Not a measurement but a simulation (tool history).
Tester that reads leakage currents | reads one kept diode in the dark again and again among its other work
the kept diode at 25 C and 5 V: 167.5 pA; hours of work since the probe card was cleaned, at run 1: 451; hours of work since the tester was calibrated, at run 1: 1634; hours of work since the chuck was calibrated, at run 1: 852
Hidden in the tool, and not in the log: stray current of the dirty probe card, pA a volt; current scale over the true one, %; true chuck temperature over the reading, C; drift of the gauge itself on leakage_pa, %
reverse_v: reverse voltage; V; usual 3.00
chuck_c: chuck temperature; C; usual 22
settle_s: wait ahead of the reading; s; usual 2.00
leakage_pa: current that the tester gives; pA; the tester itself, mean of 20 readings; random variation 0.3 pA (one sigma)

run     day  reverse_v  chuck_c  settle_s  hours of work since the probe card was cleaned  hours of work since the tester was calibrated  hours of work since the chuck was calibrated  leakage_pa
  1   0.000       3.00       22      2.00                                             451                                           1634                                           852      115.49
      1.279  -- chuck's temperature calibrated
  2   2.729       3.00       22      2.00                                             497                                           1679                                            25      100.36
  3   4.946       3.00       22      2.00                                             535                                           1717                                            63      101.39
  4   7.517       3.00       20      2.00                                             579                                           1762                                           107       87.21
  5   9.883       3.00       22      2.00                                             620                                           1802                                           148      102.64
  6  12.054       3.00       22      3.53                                             657                                           1840                                           185      103.93
  7  13.817       3.00       22      2.78                                             688                                           1870                                           216      104.40
  8  15.079       3.00       22      2.78                                             709                                           1892                                           237      105.13
  9  17.604       3.00       22      2.78                                             753                                           1935                                           281      105.24
 10  19.450       3.00       22      2.78                                             784                                           1967                                           312      105.93
 11  21.633       3.00       22      2.78                                             822                                           2004                                           350      107.35
 12  23.325       3.00       22      2.78                                             851                                           2033                                           379      107.34
 13  24.588       3.00       22      2.78                                             873                                           2055                                           401      108.07
 14  25.908       3.00       22      0.30                                             895                                           2078                                           423      109.92
 15  27.079       3.00       22      0.96                                             916                                           2098                                           444      108.68
 16  29.771       3.00       22      0.96                                             962                                           2144                                           490      110.70
 17  31.846       3.00       22      0.96                                             997                                           2180                                           525      111.79
 18  33.029       3.00       22      0.96                                            1018                                           2200                                           546      111.74
 19  34.258       3.00       22      0.96                                            1039                                           2221                                           567      113.01
 20  35.608       3.00       22      2.00                                            1062                                           2245                                           590      112.07
 21  38.138       3.00       36      2.00                                            1106                                           2288                                           634      313.06
 22  40.738       3.00       36      2.00                                            1150                                           2333                                           678      315.47
 23  42.146       3.00       36      2.00                                            1175                                           2357                                           703      318.47
 24  44.550       1.17       36      0.98                                            1216                                           2398                                           744      184.05
 25  46.917       1.17       36      0.98                                            1257                                           2439                                           785      185.51
 26  49.433      12.66       25      1.30                                            1300                                           2482                                           828      352.21
 27  51.654      12.66       25      1.30                                            1338                                           2520                                           866      353.76
     52.050  -- chuck's temperature calibrated
 28  54.158       6.51       36      0.57                                            1380                                           2562                                            36      454.34
 29  55.283       6.51       36      0.57                                            1399                                           2581                                            56      453.43
 30  57.988       6.51       34      0.53                                            1446                                           2628                                           102      400.79
 31  60.262       4.41       50      2.00                                            1485                                           2667                                           141      943.66
 32  61.546       6.92       49      2.00                                            1507                                           2689                                           163     1154.96
 33  63.475       6.92       49      2.00                                            1540                                           2722                                           196     1163.44
 34  66.129       6.92       49      0.84                                            1585                                           2768                                           242     1168.43
     68.108  -- probe card cleaned and baked
 35  68.479       6.92       49      0.84                                               6                                           2806                                           280     1164.28
 36  70.521       6.92       49      0.84                                              41                                           2841                                           315     1166.80
 37  72.921       5.56       27      0.41                                              83                                           2883                                           357      219.09
 38  74.433       1.67       30      0.81                                             109                                           2909                                           383      135.86
 39  76.325       1.13       20      0.81                                             141                                           2941                                           415       50.53

3 ways to go on from here, each from the tool as it stands after run 39. What would each give?
  A  77.612       3.43       22      2.00                                             163                                           2963                                           437           ?
  B  77.612       3.00       46      0.47                                             163                                           2963                                           437           ?
  C  77.612       3.61       20      0.59                                             163                                           2963                                           437           ?

run  leakage_pa
  A      112.84
  B      597.03
  C      100.78
Without the tool's hidden state the same runs would have given:
run  leakage_pa
  A      106.61
  B      572.69
  C       95.08
